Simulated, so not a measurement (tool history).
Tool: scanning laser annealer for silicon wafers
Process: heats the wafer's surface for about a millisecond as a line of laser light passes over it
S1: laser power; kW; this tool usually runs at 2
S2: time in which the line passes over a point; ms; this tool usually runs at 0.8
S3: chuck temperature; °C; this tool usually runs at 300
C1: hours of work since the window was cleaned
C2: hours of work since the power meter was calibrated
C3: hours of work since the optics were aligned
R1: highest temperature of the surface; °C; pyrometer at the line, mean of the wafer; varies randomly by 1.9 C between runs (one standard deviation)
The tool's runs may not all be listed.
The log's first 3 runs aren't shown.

run,day,S1,S2,S3,C1,C2,C3,R1
4,2.908,2,0.8,300,559,410,611,1089
5,3.629,2,0.8,300,566,418,619,1087
6,4.725,2,0.8,300,577,429,630,1091
7,5.796,2,0.8,300,588,440,641,1088
8,6.783,2,0.8,300,598,450,651,1086
9,8.125,1.964,0.8,300,612,463,664,1076
10,9.2,1.964,0.8,300,623,474,675,1071
11,10.125,1.964,0.8,300,632,484,685,1071
12,10.725,1.964,0.8,300,638,490,691,1071
13,11.354,1.964,0.8,300,645,496,697,1070
# day 12.554: window over the wafer cleaned
14,12.554,2,0.8,300,0,508,709,1115
15,13.483,2,0.8,300,9,517,718,1117
16,14.742,2,0.605,300,22,530,731,987
17,15.521,2,0.605,300,30,538,739,989
18,16.196,2,0.605,300,37,545,746,986

What will run 19 give?
19,17.367,2,0.605,316,49,557,758,?

R1: 1003 °C
Were there no unlogged condition in the tool, this run, its random variation unchanged, would have produced R1 1009 °C.
